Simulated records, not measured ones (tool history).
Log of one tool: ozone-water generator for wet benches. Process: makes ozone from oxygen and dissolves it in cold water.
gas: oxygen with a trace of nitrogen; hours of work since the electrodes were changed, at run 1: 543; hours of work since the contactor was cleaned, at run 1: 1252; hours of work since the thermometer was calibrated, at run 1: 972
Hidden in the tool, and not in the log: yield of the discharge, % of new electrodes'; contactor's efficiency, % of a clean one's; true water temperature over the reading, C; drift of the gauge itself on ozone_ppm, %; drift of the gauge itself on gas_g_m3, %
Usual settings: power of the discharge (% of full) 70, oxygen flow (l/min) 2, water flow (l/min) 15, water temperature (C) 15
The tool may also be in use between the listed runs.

| run | hour | power of the discharge (% of full) | oxygen flow (l/min) | water flow (l/min) | water temperature (C) | hours of work since the electrodes were changed | hours of work since the contactor was cleaned | hours of work since the thermometer was calibrated | dissolved ozone (ppm) | ozone in the gas ahead of the water (g/m3) |
|---|---|---|---|---|---|---|---|---|---|---|
| 1 | 0 | 70 | 2 | 15 | 15 | 543 | 1252 | 972 | 11.9 | 153.5 |
| 2 | 65.3 | 70 | 2 | 15 | 8 | 593 | 1302 | 1022 | 12.5 | 152.7 |
| 3 | 175.7 | 70 | 2 | 15 | 15 | 677 | 1386 | 1105 | 11.6 | 151.2 |
| 4 | 269.5 | 70 | 2 | 15 | 15 | 748 | 1457 | 1176 | 11.9 | 152.9 |
| 5 | 338.9 | 70 | 2 | 15 | 15 | 800 | 1509 | 1229 | 11.6 | 150.5 |
| 6 | 401.2 | 57 | 2 | 9 | 11 | 847 | 1556 | 1276 | 16.2 | 129.1 |
| 7 | 506.3 | 57 | 2 | 15 | 15 | 927 | 1636 | 1356 | 10.1 | 129.6 |
| 8 | 560.1 | 72 | 1.17 | 15 | 15 | 968 | 1677 | 1397 | 10.3 | 199.5 |
| 9 | 617.1 | 72 | 1.17 | 15 | 15 | 1011 | 1720 | 1440 | 9.9 | 198.9 |
| 10 | 724.2 | 95 | 1.14 | 15 | 15 | 1092 | 1801 | 1521 | 12.2 | 242.3 |

Alternative continuations, all from the tool just after run 10; predict every row:
| A | 840.8 | 70 | 1.29 | 15 | 15 | 1180 | 1889 | 1609 | ? | ? |
| B | 840.8 | 53 | 1.14 | 15 | 22 | 1180 | 1889 | 1609 | ? | ? |
| C | 840.8 | 95 | 1.14 | 11 | 9 | 1180 | 1889 | 1609 | ? | ? |

| run | dissolved ozone (ppm) | ozone in the gas ahead of the water (g/m3) |
|---|---|---|
| A | 10 | 183 |
| B | 7.7 | 160.9 |
| C | 16.9 | 242.2 |
Without the tool's hidden state the same runs would have given:
| run | dissolved ozone (ppm) | ozone in the gas ahead of the water (g/m3) |
|---|---|---|
| A | 11.1 | 195.8 |
| B | 8.4 | 169.9 |
| C | 18.9 | 263 |

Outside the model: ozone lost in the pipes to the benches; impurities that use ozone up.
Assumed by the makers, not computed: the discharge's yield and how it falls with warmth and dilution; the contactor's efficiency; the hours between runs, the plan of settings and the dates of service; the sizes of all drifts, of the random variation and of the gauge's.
